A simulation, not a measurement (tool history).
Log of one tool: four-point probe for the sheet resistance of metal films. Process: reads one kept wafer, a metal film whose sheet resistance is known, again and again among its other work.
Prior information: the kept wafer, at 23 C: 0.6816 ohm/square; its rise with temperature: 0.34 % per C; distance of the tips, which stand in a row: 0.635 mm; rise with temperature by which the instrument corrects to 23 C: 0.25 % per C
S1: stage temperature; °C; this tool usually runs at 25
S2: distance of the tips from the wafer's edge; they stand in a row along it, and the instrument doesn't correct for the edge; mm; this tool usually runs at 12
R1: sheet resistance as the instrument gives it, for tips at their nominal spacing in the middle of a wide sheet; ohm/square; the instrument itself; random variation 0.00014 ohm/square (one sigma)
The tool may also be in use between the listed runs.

run   hour  S1  S2        R1
  1      0  25  12  0.683761
  2   60.4  25  12   0.68408
  3  103.7  31  12  0.687403
  4  154.6  25  12  0.684048
  5  196.3  33  12  0.688418
  6  237.4  33  12  0.688307
  7  296.2  33  12  0.688625
  8  350.9  33  12  0.688459
  9  409.8  25  12  0.683901
 10  471.6  23  12  0.682435
 11  509.6  23  12  0.682543
 12  551.9  23  12  0.682841
 13  605.2  25  12    0.6838
 14  641.6  25  12  0.683843
 15  667.9  25  62  0.682939
 16  727.2  25  12   0.68392
 17  757.2  25   9  0.684768
 18  818.5  23  12  0.682562
 19  872.5  23  12  0.682643
 20  916.2  23  12   0.68264

What does the tool deliver on the next run?
 21  951.3  23  12   ?

R1: 0.682601 ohm/square
Had the tool carried no hidden state, the very same run would have given R1 0.682557 ohm/square.
